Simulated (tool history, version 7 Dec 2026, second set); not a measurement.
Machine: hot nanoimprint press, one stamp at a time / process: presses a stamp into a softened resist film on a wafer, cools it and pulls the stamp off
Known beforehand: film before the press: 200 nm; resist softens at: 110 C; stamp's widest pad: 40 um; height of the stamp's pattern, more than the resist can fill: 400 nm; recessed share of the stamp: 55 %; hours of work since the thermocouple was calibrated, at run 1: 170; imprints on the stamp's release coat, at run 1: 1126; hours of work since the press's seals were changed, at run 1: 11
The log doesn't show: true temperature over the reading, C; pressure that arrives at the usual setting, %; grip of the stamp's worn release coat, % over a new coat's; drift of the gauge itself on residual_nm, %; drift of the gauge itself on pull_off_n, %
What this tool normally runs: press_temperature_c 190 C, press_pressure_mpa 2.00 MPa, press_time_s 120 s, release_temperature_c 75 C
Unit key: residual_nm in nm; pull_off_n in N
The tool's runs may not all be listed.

run	day	press_temperature_c	press_pressure_mpa	press_time_s	release_temperature_c	hours of work since the thermocouple was calibrated	imprints on the stamp's release coat	hours of work since the press's seals were changed	residual_nm	pull_off_n
1	0.000	190	2.00	120	75	170	1126	11	118.7	256
2	0.483	190	2.00	120	75	178	1164	19	118.8	264
3	0.817	190	2.00	120	75	184	1190	25	119.9	265
4	1.092	190	2.00	120	75	189	1211	30	120.6	259
5	1.654	190	2.00	120	75	199	1256	40	118.4	263
6	2.100	190	2.00	120	75	207	1290	48	120.2	275
7	2.400	190	2.00	87	75	212	1314	53	130.1	275
8	2.742	184	2.00	120	75	218	1340	59	137.8	271
9	3.312	184	2.00	120	75	228	1385	69	137.6	277
10	3.779	184	2.00	120	75	236	1422	77	136.4	293
11	4.300	184	2.00	120	75	245	1463	86	138.7	287
12	4.721	184	2.00	120	75	252	1496	93	138.0	295
13	5.096	184	2.00	120	75	259	1525	100	138.0	299
14	5.546	190	2.00	155	75	267	1560	108	109.8	298
15	5.983	190	2.00	120	75	274	1594	115	120.4	302
16	6.221	190	1.95	212	75	279	1613	120	100.0	306
17	6.604	190	1.95	212	75	285	1643	126	100.2	315
18	6.871	187	1.95	141	75	290	1664	131	125.0	329
19	7.408	190	1.56	209	77	299	1706	140	108.1	311
# day 7.583: plate thermocouple calibrated
20	8.092	178	1.56	209	77	9	1750	150	147.1	307
21	8.346	178	1.56	209	77	13	1770	155	147.9	309
22	8.738	178	1.56	209	77	20	1801	161	146.3	321
23	9.275	178	2.53	209	68	30	1843	171	127.8	399
24	9.554	191	1.51	65	68	34	1865	176	151.8	392
# day 9.771: plate thermocouple calibrated, once more
25	10.062	191	1.51	65	68	5	1895	182	150.1	399
26	10.550	191	2.53	65	68	14	1933	191	127.4	413
27	10.804	191	2.53	65	68	18	1953	195	131.8	399
28	11.200	190	2.05	120	76	25	1984	202	117.3	332
29	11.558	190	2.84	140	75	31	2012	209	97.6	352

What if the next run were any one of these 5? Each begins from the tool's condition after run 29:
A	12.025	187	1.43	74	75	39	2048	217	?	?
B	12.025	190	1.82	120	82	39	2048	217	?	?
C	12.025	190	2.00	65	75	39	2048	217	?	?
D	12.025	195	2.84	140	75	39	2048	217	?	?
E	12.025	186	2.84	140	73	39	2048	217	?	?

run	residual_nm	pull_off_n
A	157.1	367
B	121.2	283
C	142.6	352
D	85.9	347
E	111.1	366
The same runs, with their run-to-run variation unchanged, on a tool lacking any hidden condition would have given:
run	residual_nm	pull_off_n
A	156.7	167
B	120.6	128
C	142.0	160
D	85.3	158
E	110.3	166

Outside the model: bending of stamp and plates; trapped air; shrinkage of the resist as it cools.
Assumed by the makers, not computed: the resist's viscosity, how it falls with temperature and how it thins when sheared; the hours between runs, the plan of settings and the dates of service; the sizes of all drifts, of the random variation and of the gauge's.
